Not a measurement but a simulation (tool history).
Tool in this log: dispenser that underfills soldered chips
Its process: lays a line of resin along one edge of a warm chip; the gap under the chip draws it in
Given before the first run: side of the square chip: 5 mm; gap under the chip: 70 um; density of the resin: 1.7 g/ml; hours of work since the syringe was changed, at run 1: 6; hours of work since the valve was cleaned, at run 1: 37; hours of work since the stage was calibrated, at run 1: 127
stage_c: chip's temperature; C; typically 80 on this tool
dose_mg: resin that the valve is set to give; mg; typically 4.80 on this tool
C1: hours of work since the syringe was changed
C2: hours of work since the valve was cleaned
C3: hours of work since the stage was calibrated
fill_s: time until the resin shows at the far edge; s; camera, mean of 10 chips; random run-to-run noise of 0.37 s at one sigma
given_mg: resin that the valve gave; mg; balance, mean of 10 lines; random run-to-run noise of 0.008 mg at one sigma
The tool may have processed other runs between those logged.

{"run": 1, "day": 0.0, "stage_c": 80, "dose_mg": 4.8, "C1": 6, "C2": 37, "C3": 127, "fill_s": 33.2, "given_mg": 4.761}
{"day": 0.029, "done": "new syringe of resin"}
{"run": 2, "day": 0.292, "stage_c": 80, "dose_mg": 4.8, "C1": 5, "C2": 42, "C3": 132, "fill_s": 30.4, "given_mg": 4.747}
{"day": 0.408, "done": "new syringe of resin"}
{"run": 3, "day": 0.592, "stage_c": 80, "dose_mg": 4.8, "C1": 3, "C2": 47, "C3": 137, "fill_s": 27.2, "given_mg": 4.739}
{"day": 0.767, "done": "dispensing valve cleaned and set on the balance"}
{"day": 0.821, "done": "new syringe of resin"}
{"run": 4, "day": 0.879, "stage_c": 76, "dose_mg": 4.8, "C1": 1, "C2": 2, "C3": 141, "fill_s": 27.1, "given_mg": 4.794}
{"run": 5, "day": 1.042, "stage_c": 76, "dose_mg": 4.8, "C1": 4, "C2": 5, "C3": 144, "fill_s": 34.3, "given_mg": 4.794}
{"run": 6, "day": 1.162, "stage_c": 80, "dose_mg": 4.8, "C1": 6, "C2": 7, "C3": 146, "fill_s": 32.9, "given_mg": 4.797}
{"day": 1.196, "done": "new syringe of resin"}
{"run": 7, "day": 1.4, "stage_c": 80, "dose_mg": 4.8, "C1": 4, "C2": 11, "C3": 150, "fill_s": 27.0, "given_mg": 4.779}
{"day": 1.571, "done": "new syringe of resin"}
{"run": 8, "day": 1.679, "stage_c": 95, "dose_mg": 4.8, "C1": 2, "C2": 16, "C3": 155, "fill_s": 11.4, "given_mg": 4.773}
{"run": 9, "day": 1.825, "stage_c": 80, "dose_mg": 4.94, "C1": 5, "C2": 18, "C3": 158, "fill_s": 29.0, "given_mg": 4.918}
{"day": 1.95, "done": "new syringe of resin"}
{"run": 10, "day": 1.983, "stage_c": 80, "dose_mg": 4.41, "C1": 1, "C2": 21, "C3": 160, "fill_s": 22.2, "given_mg": 4.388}
{"run": 11, "day": 2.175, "stage_c": 80, "dose_mg": 4.41, "C1": 4, "C2": 24, "C3": 164, "fill_s": 28.5, "given_mg": 4.383}
{"day": 2.325, "done": "new syringe of resin"}
{"run": 12, "day": 2.354, "stage_c": 80, "dose_mg": 4.8, "C1": 1, "C2": 28, "C3": 167, "fill_s": 21.3, "given_mg": 4.76}
{"run": 13, "day": 2.558, "stage_c": 80, "dose_mg": 4.8, "C1": 4, "C2": 31, "C3": 171, "fill_s": 28.7, "given_mg": 4.763}
{"day": 2.712, "done": "new syringe of resin"}
{"run": 14, "day": 2.717, "stage_c": 80, "dose_mg": 4.8, "C1": 0, "C2": 34, "C3": 173, "fill_s": 20.9, "given_mg": 4.754}
{"run": 15, "day": 2.896, "stage_c": 80, "dose_mg": 4.41, "C1": 3, "C2": 37, "C3": 176, "fill_s": 27.4, "given_mg": 4.372}
{"day": 3.083, "done": "new syringe of resin"}
{"run": 16, "day": 3.188, "stage_c": 82, "dose_mg": 4.52, "C1": 2, "C2": 42, "C3": 182, "fill_s": 21.9, "given_mg": 4.462}
{"day": 3.458, "done": "new syringe of resin"}
{"run": 17, "day": 3.492, "stage_c": 67, "dose_mg": 4.68, "C1": 1, "C2": 47, "C3": 187, "fill_s": 43.5, "given_mg": 4.624}
{"day": 3.621, "done": "dispensing valve cleaned and set on the balance"}
{"run": 18, "day": 3.729, "stage_c": 74, "dose_mg": 5.34, "C1": 4, "C2": 2, "C3": 190, "fill_s": 38.5, "given_mg": 5.342}
{"day": 3.875, "done": "new syringe of resin"}
{"run": 19, "day": 3.983, "stage_c": 74, "dose_mg": 5.34, "C1": 2, "C2": 6, "C3": 195, "fill_s": 32.4, "given_mg": 5.327}
{"day": 4.258, "done": "new syringe of resin"}
{"run": 20, "day": 4.262, "stage_c": 74, "dose_mg": 5.34, "C1": 0, "C2": 11, "C3": 199, "fill_s": 27.7, "given_mg": 5.314}
{"run": 21, "day": 4.483, "stage_c": 70, "dose_mg": 5.34, "C1": 4, "C2": 15, "C3": 203, "fill_s": 46.8, "given_mg": 5.332}
{"day": 4.638, "done": "new syringe of resin"}
{"run": 22, "day": 4.746, "stage_c": 79, "dose_mg": 4.16, "C1": 2, "C2": 20, "C3": 208, "fill_s": 26.1, "given_mg": 4.132}
{"day": 5.008, "done": "new syringe of resin"}
{"run": 23, "day": 5.042, "stage_c": 79, "dose_mg": 4.16, "C1": 1, "C2": 25, "C3": 213, "fill_s": 24.2, "given_mg": 4.135}
{"run": 24, "day": 5.196, "stage_c": 73, "dose_mg": 5.22, "C1": 3, "C2": 27, "C3": 216, "fill_s": 38.2, "given_mg": 5.177}
{"day": 5.375, "done": "new syringe of resin"}
{"run": 25, "day": 5.392, "stage_c": 85, "dose_mg": 5.57, "C1": 0, "C2": 31, "C3": 219, "fill_s": 16.5, "given_mg": 5.523}
{"run": 26, "day": 5.633, "stage_c": 85, "dose_mg": 5.57, "C1": 5, "C2": 35, "C3": 224, "fill_s": 22.4, "given_mg": 5.506}
{"day": 5.746, "done": "new syringe of resin"}
{"run": 27, "day": 5.875, "stage_c": 68, "dose_mg": 5.02, "C1": 2, "C2": 39, "C3": 228, "fill_s": 46.1, "given_mg": 4.95}
{"day": 6.117, "done": "new syringe of resin"}
{"run": 28, "day": 6.175, "stage_c": 80, "dose_mg": 5.21, "C1": 1, "C2": 45, "C3": 233, "fill_s": 21.6, "given_mg": 5.13}

Each row is a separate what-if for the run after 28, all from the same tool condition, not one after another. Results?
{"day": 6.483, "done": "dispensing valve cleaned and set on the balance"}
{"run": "A", "day": 6.508, "stage_c": 91, "dose_mg": 4.13, "C1": 6, "C2": 0, "C3": 238, "fill_s": "?", "given_mg": "?"}
{"day": 6.483, "done": "dispensing valve cleaned and set on the balance"}
{"run": "B", "day": 6.508, "stage_c": 76, "dose_mg": 5.78, "C1": 6, "C2": 0, "C3": 238, "fill_s": "?", "given_mg": "?"}
{"day": 6.483, "done": "dispensing valve cleaned and set on the balance"}
{"run": "C", "day": 6.508, "stage_c": 80, "dose_mg": 5.54, "C1": 6, "C2": 0, "C3": 238, "fill_s": "?", "given_mg": "?"}

run=A fill_s=20.8 given_mg=4.129
run=B fill_s=40.3 given_mg=5.763
run=C fill_s=33.1 given_mg=5.536
With no hidden state in the tool, these same runs would have given:
run=A fill_s=13.4 given_mg=4.138
run=B fill_s=25.5 given_mg=5.775
run=C fill_s=20.9 given_mg=5.548
